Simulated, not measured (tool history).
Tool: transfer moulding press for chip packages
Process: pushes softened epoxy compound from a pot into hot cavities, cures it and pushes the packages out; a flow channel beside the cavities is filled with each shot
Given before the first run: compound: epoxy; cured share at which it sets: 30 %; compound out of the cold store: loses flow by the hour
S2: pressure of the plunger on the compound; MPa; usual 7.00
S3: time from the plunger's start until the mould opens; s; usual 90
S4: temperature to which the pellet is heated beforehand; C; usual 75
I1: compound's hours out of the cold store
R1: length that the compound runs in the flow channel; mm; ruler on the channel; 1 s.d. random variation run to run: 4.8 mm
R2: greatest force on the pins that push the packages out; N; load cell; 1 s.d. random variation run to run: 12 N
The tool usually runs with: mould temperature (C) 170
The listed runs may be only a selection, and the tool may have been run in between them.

run 1 hour=0.0 | mould_temperature_(C)=170 S2=7.00 S3=90 S4=75 | I1=29.6 | R1=468 R2=863
run 2 hour=13.7 | mould_temperature_(C)=170 S2=7.00 S3=90 S4=75 | I1=44.3 | R1=436 R2=880
run 3 hour=29.2 | mould_temperature_(C)=170 S2=7.00 S3=90 S4=75 | I1=29.8 | R1=472 R2=583
run 4 hour=49.2 | mould_temperature_(C)=170 S2=7.00 S3=90 S4=75 | I1=9.2 | R1=512 R2=717
run 5 hour=75.2 | mould_temperature_(C)=170 S2=7.00 S3=90 S4=75 | I1=36.1 | R1=447 R2=806
run 6 hour=90.9 | mould_temperature_(C)=170 S2=7.00 S3=90 S4=75 | I1=18.0 | R1=488 R2=896
run 7 hour=116.3 | mould_temperature_(C)=170 S2=7.00 S3=90 S4=75 | I1=17.8 | R1=491 R2=629
run 8 hour=131.7 | mould_temperature_(C)=170 S2=7.00 S3=90 S4=75 | I1=44.8 | R1=438 R2=643
run 9 hour=152.4 | mould_temperature_(C)=170 S2=7.00 S3=113 S4=75 | I1=14.4 | R1=493 R2=594
run 10 hour=170.9 | mould_temperature_(C)=170 S2=7.00 S3=113 S4=75 | I1=18.4 | R1=479 R2=607
run 11 hour=187.7 | mould_temperature_(C)=170 S2=7.00 S3=109 S4=68 | I1=17.1 | R1=491 R2=696
run 12 hour=209.7 | mould_temperature_(C)=174 S2=7.35 S3=90 S4=75 | I1=38.3 | R1=449 R2=516
run 13 hour=236.3 | mould_temperature_(C)=170 S2=7.00 S3=90 S4=69 | I1=18.1 | R1=473 R2=812
run 14 hour=258.4 | mould_temperature_(C)=170 S2=7.00 S3=90 S4=69 | I1=35.8 | R1=439 R2=826
run 15 hour=284.0 | mould_temperature_(C)=166 S2=8.74 S3=116 S4=82 | I1=37.1 | R1=497 R2=454
run 16 hour=302.3 | mould_temperature_(C)=173 S2=7.09 S3=75 S4=82 | I1=41.5 | R1=436 R2=802
run 17 hour=316.5 | mould_temperature_(C)=170 S2=7.00 S3=120 S4=75 | I1=47.0 | R1=424 R2=528

Put back what was entered between runs (5 entries, withheld): which listed runs does each sit between, and how does the hidden state differ from the listed run before to the listed run after?
Logged between run 2 and run 3: cavities cleaned with cleaning compound and waxed (hour 24.9)
  true mould temperature over the reading, C: 0.18 -> 0.19; pressure that reaches the compound, % of what is set: 88.52 -> 88.21; grip of the stained cavities, % over clean ones': 63.2 -> 4.3
  measured value less the no-hidden-state value, R1: -27 -> -31 mm; R2: +335 -> +17 N
Logged between run 6 and run 7: cavities cleaned with cleaning compound and waxed (hour 109.5)
  true mould temperature over the reading, C: 0.26 -> 0.29; pressure that reaches the compound, % of what is set: 86.75 -> 86.15; grip of the stained cavities, % over clean ones': 56.4 -> 8.8
  measured value less the no-hidden-state value, R1: -36 -> -39 mm; R2: +310 -> +39 N
Logged between run 10 and run 11: mould's thermocouples calibrated (hour 175.5)
  true mould temperature over the reading, C: 0.35 -> 0.43; pressure that reaches the compound, % of what is set: 84.79 -> 84.41; grip of the stained cavities, % over clean ones': 52.9 -> 60.7
  measured value less the no-hidden-state value, R1: -42 -> -43 mm; R2: +206 -> +257 N
Logged between run 11 and run 12: cavities cleaned with cleaning compound and waxed (hour 196.4)
  true mould temperature over the reading, C: 0.43 -> 0.46; pressure that reaches the compound, % of what is set: 84.41 -> 83.92; grip of the stained cavities, % over clean ones': 60.7 -> 16.6
  measured value less the no-hidden-state value, R1: -43 -> -42 mm; R2: +257 -> +65 N
Logged between run 14 and run 15: cavities cleaned with cleaning compound and waxed (hour 280.9)
  true mould temperature over the reading, C: 0.51 -> 0.54; pressure that reaches the compound, % of what is set: 82.71 -> 82.14; grip of the stained cavities, % over clean ones': 53.2 -> 3.4
  measured value less the no-hidden-state value, R1: -44 -> -52 mm; R2: +270 -> +7 N

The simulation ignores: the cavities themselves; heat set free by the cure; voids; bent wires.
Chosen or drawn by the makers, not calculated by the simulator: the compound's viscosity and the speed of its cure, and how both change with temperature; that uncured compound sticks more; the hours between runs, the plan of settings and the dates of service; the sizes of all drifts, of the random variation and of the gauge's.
